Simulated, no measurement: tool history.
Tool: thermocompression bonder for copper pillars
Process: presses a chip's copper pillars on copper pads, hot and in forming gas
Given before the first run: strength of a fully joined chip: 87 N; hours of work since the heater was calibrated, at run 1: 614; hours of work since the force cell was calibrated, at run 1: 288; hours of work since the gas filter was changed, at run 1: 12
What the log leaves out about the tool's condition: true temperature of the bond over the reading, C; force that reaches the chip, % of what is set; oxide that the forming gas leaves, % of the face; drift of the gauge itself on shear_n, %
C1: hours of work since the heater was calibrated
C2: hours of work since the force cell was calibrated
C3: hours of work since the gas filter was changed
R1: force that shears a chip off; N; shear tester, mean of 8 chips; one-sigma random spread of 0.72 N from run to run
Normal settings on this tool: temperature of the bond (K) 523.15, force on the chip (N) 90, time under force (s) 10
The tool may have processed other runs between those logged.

{"run": 1, "hour": 0.0, "temperature of the bond (K)": 523.15, "force on the chip (N)": 90, "time under force (s)": 10, "C1": 614, "C2": 288, "C3": 12, "R1": 56.4}
{"run": 2, "hour": 10.4, "temperature of the bond (K)": 523.15, "force on the chip (N)": 90, "time under force (s)": 10, "C1": 621, "C2": 295, "C3": 19, "R1": 56.7}
{"run": 3, "hour": 25.6, "temperature of the bond (K)": 523.15, "force on the chip (N)": 90, "time under force (s)": 10, "C1": 631, "C2": 305, "C3": 29, "R1": 55.8}
{"run": 4, "hour": 36.9, "temperature of the bond (K)": 523.15, "force on the chip (N)": 90, "time under force (s)": 10, "C1": 638, "C2": 312, "C3": 36, "R1": 54.9}
{"run": 5, "hour": 49.0, "temperature of the bond (K)": 523.15, "force on the chip (N)": 90, "time under force (s)": 10, "C1": 646, "C2": 320, "C3": 44, "R1": 55.3}
{"run": 6, "hour": 57.7, "temperature of the bond (K)": 523.15, "force on the chip (N)": 90, "time under force (s)": 10, "C1": 652, "C2": 326, "C3": 50, "R1": 56.6}
{"run": 7, "hour": 69.8, "temperature of the bond (K)": 523.15, "force on the chip (N)": 90, "time under force (s)": 10, "C1": 660, "C2": 334, "C3": 58, "R1": 55.9}
{"run": 8, "hour": 78.2, "temperature of the bond (K)": 523.15, "force on the chip (N)": 90, "time under force (s)": 10, "C1": 665, "C2": 340, "C3": 64, "R1": 55.3}
{"run": 9, "hour": 90.6, "temperature of the bond (K)": 523.15, "force on the chip (N)": 90, "time under force (s)": 10, "C1": 673, "C2": 348, "C3": 72, "R1": 55.4}
{"run": 10, "hour": 101.5, "temperature of the bond (K)": 523.15, "force on the chip (N)": 90, "time under force (s)": 10, "C1": 680, "C2": 355, "C3": 79, "R1": 55}
{"run": 11, "hour": 116.6, "temperature of the bond (K)": 523.15, "force on the chip (N)": 125, "time under force (s)": 10, "C1": 690, "C2": 365, "C3": 89, "R1": 65.5}
{"run": 12, "hour": 128.3, "temperature of the bond (K)": 523.15, "force on the chip (N)": 125, "time under force (s)": 10, "C1": 698, "C2": 372, "C3": 96, "R1": 64.2}
{"run": 13, "hour": 136.5, "temperature of the bond (K)": 523.15, "force on the chip (N)": 90, "time under force (s)": 10, "C1": 703, "C2": 378, "C3": 102, "R1": 55}
{"run": 14, "hour": 149.8, "temperature of the bond (K)": 541.15, "force on the chip (N)": 90, "time under force (s)": 21, "C1": 712, "C2": 386, "C3": 110, "R1": 72.4}
{"run": 15, "hour": 162.7, "temperature of the bond (K)": 541.15, "force on the chip (N)": 90, "time under force (s)": 21, "C1": 721, "C2": 395, "C3": 119, "R1": 71.1}
{"run": 16, "hour": 176.9, "temperature of the bond (K)": 541.15, "force on the chip (N)": 105, "time under force (s)": 10, "C1": 730, "C2": 404, "C3": 128, "R1": 66.4}
{"run": 17, "hour": 185.7, "temperature of the bond (K)": 541.15, "force on the chip (N)": 105, "time under force (s)": 10, "C1": 736, "C2": 410, "C3": 134, "R1": 64.4}
{"run": 18, "hour": 201.1, "temperature of the bond (K)": 518.15, "force on the chip (N)": 57, "time under force (s)": 10, "C1": 746, "C2": 420, "C3": 144, "R1": 40}
{"run": 19, "hour": 211.3, "temperature of the bond (K)": 510.15, "force on the chip (N)": 57, "time under force (s)": 11, "C1": 752, "C2": 427, "C3": 151, "R1": 38.8}
{"run": 20, "hour": 217.6, "temperature of the bond (K)": 510.15, "force on the chip (N)": 57, "time under force (s)": 11, "C1": 756, "C2": 431, "C3": 155, "R1": 36.5}
{"run": 21, "hour": 223.8, "temperature of the bond (K)": 510.15, "force on the chip (N)": 57, "time under force (s)": 11, "C1": 761, "C2": 435, "C3": 159, "R1": 37.3}
{"run": 22, "hour": 235.7, "temperature of the bond (K)": 510.15, "force on the chip (N)": 57, "time under force (s)": 11, "C1": 768, "C2": 443, "C3": 167, "R1": 37.3}
{"run": 23, "hour": 244.6, "temperature of the bond (K)": 545.15, "force on the chip (N)": 101, "time under force (s)": 11, "C1": 774, "C2": 449, "C3": 173, "R1": 65.2}
{"run": 24, "hour": 251.9, "temperature of the bond (K)": 550.15, "force on the chip (N)": 62, "time under force (s)": 18, "C1": 779, "C2": 453, "C3": 177, "R1": 62.2}
{"run": 25, "hour": 264.8, "temperature of the bond (K)": 506.15, "force on the chip (N)": 62, "time under force (s)": 19, "C1": 787, "C2": 462, "C3": 186, "R1": 47.1}

4 options for the next run, each taken on its own from the tool as it stands now. Forecast them:
{"run": "A", "hour": 272.2, "temperature of the bond (K)": 542.15, "force on the chip (N)": 70, "time under force (s)": 6, "C1": 792, "C2": 467, "C3": 191, "R1": "?"}
{"run": "B", "hour": 272.2, "temperature of the bond (K)": 526.15, "force on the chip (N)": 135, "time under force (s)": 19, "C1": 792, "C2": 467, "C3": 191, "R1": "?"}
{"run": "C", "hour": 272.2, "temperature of the bond (K)": 506.15, "force on the chip (N)": 125, "time under force (s)": 24, "C1": 792, "C2": 467, "C3": 191, "R1": "?"}
{"run": "D", "hour": 272.2, "temperature of the bond (K)": 518.15, "force on the chip (N)": 72, "time under force (s)": 19, "C1": 792, "C2": 467, "C3": 191, "R1": "?"}

run=A R1=47
run=B R1=72.1
run=C R1=68.4
run=D R1=55.6
With no hidden state in the tool, these same runs would have given:
run=A R1=45.9
run=B R1=73.5
run=C R1=68.7
run=D R1=54.6
